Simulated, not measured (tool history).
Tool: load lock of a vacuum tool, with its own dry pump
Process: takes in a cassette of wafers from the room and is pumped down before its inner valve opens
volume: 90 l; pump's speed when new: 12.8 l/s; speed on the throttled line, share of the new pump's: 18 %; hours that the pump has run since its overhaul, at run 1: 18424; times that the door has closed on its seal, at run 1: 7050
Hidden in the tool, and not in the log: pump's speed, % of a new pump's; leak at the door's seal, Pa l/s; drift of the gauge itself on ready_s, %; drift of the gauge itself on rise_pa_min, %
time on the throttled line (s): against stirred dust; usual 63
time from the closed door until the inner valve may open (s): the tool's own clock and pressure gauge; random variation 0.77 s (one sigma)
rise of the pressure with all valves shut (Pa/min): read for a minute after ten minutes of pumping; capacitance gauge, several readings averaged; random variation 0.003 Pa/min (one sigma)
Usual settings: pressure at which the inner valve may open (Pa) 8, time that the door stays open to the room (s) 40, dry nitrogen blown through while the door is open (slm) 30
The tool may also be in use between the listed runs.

run   hour  time on the throttled line (s)  pressure at which the inner valve may open (Pa)  time that the door stays open to the room (s)  dry nitrogen blown through while the door is open (slm)  hours that the pump has run since its overhaul  times that the door has closed on its seal  incoming humidity of the room's air, %  time from the closed door until the inner valve may open (s)  rise of the pressure with all valves shut (Pa/min)
  1    0.0                              63                                                8                                             40                                                       30                                           18424                                        7050                                    43.9                                                         133.6                                               0.025
  2   83.3                              63                                                8                                             40                                                       30                                           18508                                        7253                                    45.2                                                         135.1                                               0.024
  3  169.1                              63                                                8                                             40                                                       30                                           18593                                        7461                                    45.1                                                         135.7                                               0.034
  4  240.5                              69                                                8                                             40                                                       30                                           18665                                        7635                                    42.4                                                         140.7                                               0.029
  5  320.0                              69                                                8                                             40                                                       30                                           18744                                        7829                                    42.8                                                         140.3                                               0.028
  6  392.6                              40                                               10                                             40                                                       30                                           18817                                        8005                                    42.8                                                         116.4                                               0.031
     432.4  -- dry pump taken out, an overhauled one fitted
  7  452.0                              80                                               14                                            163                                                       17                                              20                                        8135                                    43.8                                                         130.0                                               0.048
  8  523.1                             110                                               14                                            163                                                       18                                              91                                        8308                                    47.7                                                         152.1                                               0.052
  9  603.4                             110                                               14                                            163                                                       18                                             171                                        8503                                    44.2                                                         154.0                                               0.049
 10  657.9                             110                                               14                                            163                                                       18                                             226                                        8636                                    44.2                                                         153.1                                               0.046

4 ways to go on from here, each from the tool as it stands after run 10. What would each give?
  A  737.0                              34                                                8                                             82                                                       40                                             305                                        8828                                    43.7                                                             ?                                                   ?
  B  737.0                              92                                               13                                            163                                                       26                                             305                                        8828                                    42.7                                                             ?                                                   ?
  C  737.0                              42                                                8                                             40                                                       30                                             305                                        8828                                    45.3                                                             ?                                                   ?
  D  737.0                              66                                                8                                             40                                                       30                                             305                                        8828                                    43.0                                                             ?                                                   ?

run  time from the closed door until the inner valve may open (s)  rise of the pressure with all valves shut (Pa/min)
  A                                                          96.4                                               0.033
  B                                                         139.4                                               0.041
  C                                                         102.7                                               0.036
  D                                                         121.1                                               0.025
Without the tool's hidden state the same runs would have given:
run  time from the closed door until the inner valve may open (s)  rise of the pressure with all valves shut (Pa/min)
  A                                                          95.3                                               0.016
  B                                                         138.6                                               0.024
  C                                                         101.6                                               0.019
  D                                                         120.1                                               0.008
